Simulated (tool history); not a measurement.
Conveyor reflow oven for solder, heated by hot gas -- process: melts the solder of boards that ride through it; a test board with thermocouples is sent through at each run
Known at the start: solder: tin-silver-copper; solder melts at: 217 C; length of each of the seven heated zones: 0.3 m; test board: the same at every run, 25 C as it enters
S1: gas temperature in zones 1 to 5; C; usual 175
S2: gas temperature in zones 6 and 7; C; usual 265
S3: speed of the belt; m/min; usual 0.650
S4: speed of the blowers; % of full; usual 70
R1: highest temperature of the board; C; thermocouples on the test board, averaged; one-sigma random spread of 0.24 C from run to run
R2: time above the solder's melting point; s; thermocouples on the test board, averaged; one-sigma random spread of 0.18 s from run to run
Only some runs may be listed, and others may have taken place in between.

{"run": 1, "day": 0.0, "S1": 175, "S2": 265, "S3": 0.65, "S4": 70, "R1": 247.4, "R2": 38.3}
{"run": 2, "day": 0.821, "S1": 175, "S2": 265, "S3": 0.65, "S4": 70, "R1": 247.3, "R2": 38.3}
{"run": 3, "day": 1.621, "S1": 175, "S2": 265, "S3": 0.65, "S4": 70, "R1": 247.5, "R2": 37.9}
{"run": 4, "day": 2.108, "S1": 175, "S2": 264, "S3": 0.65, "S4": 70, "R1": 246.0, "R2": 37.6}
{"run": 5, "day": 2.85, "S1": 175, "S2": 264, "S3": 0.65, "S4": 70, "R1": 246.2, "R2": 37.9}
{"run": 6, "day": 3.358, "S1": 175, "S2": 264, "S3": 0.65, "S4": 70, "R1": 246.4, "R2": 37.6}
{"run": 7, "day": 4.412, "S1": 175, "S2": 265, "S3": 0.65, "S4": 70, "R1": 247.6, "R2": 38.3}
{"run": 8, "day": 5.1, "S1": 175, "S2": 265, "S3": 0.65, "S4": 70, "R1": 247.0, "R2": 38.2}
{"run": 9, "day": 5.921, "S1": 175, "S2": 265, "S3": 0.65, "S4": 70, "R1": 247.1, "R2": 38.2}
{"run": 10, "day": 6.471, "S1": 175, "S2": 265, "S3": 0.65, "S4": 70, "R1": 247.0, "R2": 38.0}
{"run": 11, "day": 7.012, "S1": 175, "S2": 265, "S3": 0.65, "S4": 70, "R1": 246.9, "R2": 38.4}
{"run": 12, "day": 8.112, "S1": 175, "S2": 265, "S3": 0.65, "S4": 70, "R1": 247.8, "R2": 38.5}
{"run": 13, "day": 8.967, "S1": 175, "S2": 265, "S3": 0.65, "S4": 70, "R1": 246.8, "R2": 38.3}
{"run": 14, "day": 9.675, "S1": 175, "S2": 265, "S3": 0.65, "S4": 70, "R1": 247.0, "R2": 38.7}
{"day": 10.038, "done": "flux residue cleaned out of gas plates and filters"}
{"run": 15, "day": 10.571, "S1": 175, "S2": 265, "S3": 0.65, "S4": 70, "R1": 247.2, "R2": 38.1}
{"run": 16, "day": 11.525, "S1": 175, "S2": 265, "S3": 0.65, "S4": 70, "R1": 247.1, "R2": 38.1}
{"run": 17, "day": 12.062, "S1": 175, "S2": 265, "S3": 0.65, "S4": 70, "R1": 247.1, "R2": 38.5}

For run 18, what comes out?
{"run": 18, "day": 13.05, "S1": 179, "S2": 270, "S3": 0.771, "S4": 87, "R1": "?", "R2": "?"}

Run 18 produced R1 251.8 C, R2 35.0 s.
Had the tool carried no hidden state, the very same run would have given R1 251.8 C, R2 34.9 s.
